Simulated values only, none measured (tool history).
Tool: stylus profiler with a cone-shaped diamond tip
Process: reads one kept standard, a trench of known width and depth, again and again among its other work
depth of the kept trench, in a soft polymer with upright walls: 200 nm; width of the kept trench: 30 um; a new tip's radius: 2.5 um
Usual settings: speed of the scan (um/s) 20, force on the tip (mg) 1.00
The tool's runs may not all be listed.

run     day  speed of the scan (um/s)  force on the tip (mg)  depth of the trench (Å)  width of the trench's floor (um)
  1   0.000                        20                   1.00                   2010.4                             27.94
  2   0.675                        20                   1.00                   2009.7                             28.03
  3   1.400                        80                   1.00                   2009.4                             27.78
  4   1.967                        80                   1.00                   2009.7                             27.84
  5   2.275                        17                   1.00                   2010.0                             28.02
  6   2.875                        17                   1.00                   2009.3                             28.00
  7   3.200                        12                   1.00                   2010.4                             27.99
  8   3.788                        12                   1.00                   2010.4                             28.02
  9   4.400                        20                   1.00                   2009.6                             27.91
 10   5.062                        20                   1.00                   2009.7                             27.98
 11   5.729                        20                   1.00                   2009.1                             27.98
 12   6.100                        20                   1.00                   2009.6                             28.01
 13   6.775                        20                   2.27                   2016.9                             27.97
 14   7.233                        20                   0.58                   2006.9                             27.96
 15   7.583                        20                   2.82                   2020.3                             28.00
 16   8.004                        41                   2.82                   2020.4                             27.93
 17   8.400                        41                   2.82                   2020.2                             28.01
 18   8.812                        20                   1.00                   2011.2                             27.99
 19   9.108                        20                   1.00                   2009.7                             27.96
 20   9.588                         9                   1.00                   2009.2                             27.99
 21   9.975                        20                   1.00                   2010.8                             28.01
 22  10.475                        20                   1.00                   2011.1                             27.95
 23  10.812                        10                   1.00                   2010.8                             27.97
 24  11.508                        79                   0.74                   2008.1                             27.77
 25  12.092                        17                   0.47                   2006.0                             27.96
 26  12.475                        51                   2.40                   2017.7                             27.96
 27  13.142                        50                   2.52                   2017.6                             27.91

Forecast run 28:
 28  13.454                        12                   1.47                        ?                                 ?

Run 28 gave depth of the trench (Å) 2012.8, width of the trench's floor (um) 28.01.
Without the tool's hidden state the same run would have given depth of the trench (Å) 2012.7, width of the trench's floor (um) 28.01.
